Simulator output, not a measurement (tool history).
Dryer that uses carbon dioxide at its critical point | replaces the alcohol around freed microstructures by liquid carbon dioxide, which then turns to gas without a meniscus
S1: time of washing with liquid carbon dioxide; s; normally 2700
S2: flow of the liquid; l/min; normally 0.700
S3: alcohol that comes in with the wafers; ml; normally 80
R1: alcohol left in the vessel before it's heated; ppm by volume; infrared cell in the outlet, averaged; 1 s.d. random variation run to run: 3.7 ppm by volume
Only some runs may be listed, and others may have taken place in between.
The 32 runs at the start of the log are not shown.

Run 33, hour 1274.2: usual settings but S1 3300 s, S2 0.607 l/min, S3 25 ml. Result: R1 66 ppm by volume.
Run 34, hour 1311.3: usual settings but S1 2820 s, S2 0.817 l/min, S3 45 ml. Result: R1 77 ppm by volume.
Run 35, hour 1336.9: usual settings but S1 1980 s, S2 1.120 l/min. Result: R1 79 ppm by volume.
Run 36, hour 1360.1: usual settings but S1 3660 s, S2 0.444 l/min, S3 38 ml. Result: R1 97 ppm by volume.
Run 37, hour 1384.1: usual settings but S1 2040 s, S2 0.487 l/min, S3 59 ml. Result: R1 489 ppm by volume.
Run 38, hour 1410.1: usual settings but S1 1800 s, S2 0.487 l/min, S3 27 ml. Result: R1 367 ppm by volume.
Run 39, hour 1460.1: usual settings but S1 2520 s, S2 0.570 l/min, S3 97 ml. Result: R1 230 ppm by volume.
Run 40, hour 1512.5: usual settings but S3 24 ml. Result: R1 81 ppm by volume.
Run 41, hour 1567.9: usual settings but S1 1680 s, S2 0.962 l/min. Result: R1 146 ppm by volume.
Run 42, hour 1622.9: usual settings but S1 1680 s, S2 0.962 l/min. Result: R1 153 ppm by volume.
Run 43, hour 1664.9: usual settings but S1 2580 s, S2 0.615 l/min, S3 61 ml. Result: R1 138 ppm by volume.
Run 44, hour 1702.4: usual settings but S1 3120 s, S3 38 ml. Result: R1 86 ppm by volume.
Run 45, hour 1751.4: usual settings but S1 3120 s, S3 38 ml. Result: R1 87 ppm by volume.
Run 46, hour 1806.0: usual settings but S2 1.110 l/min, S3 37 ml. Result: R1 91 ppm by volume.
At hour 1818.8: inlet filter changed.
Run 47, hour 1858.9: usual settings but S1 3000 s, S2 1.110 l/min, S3 37 ml. Result: R1 89 ppm by volume.

3 ways to go on from here, each from the tool as it stands after run 47. What would each give?
At hour 1880.0: purifier's bed changed.
Run A, hour 1908.5: usual settings but S1 2160 s, S2 0.634 l/min, S3 44 ml. Result: R1 ?.
At hour 1880.0: purifier's bed changed.
Run B, hour 1908.5: usual settings but S1 3000 s, S2 1.110 l/min, S3 65 ml. Result: R1 ?.
At hour 1880.0: purifier's bed changed.
Run C, hour 1908.5: usual settings but S1 3000 s, S2 1.110 l/min, S3 21 ml. Result: R1 ?.

run  R1
  A  79
  B  14
  C  12
What these runs would have given with no unlogged condition in the tool:
run  R1
  A  75
  B  12
  C  11
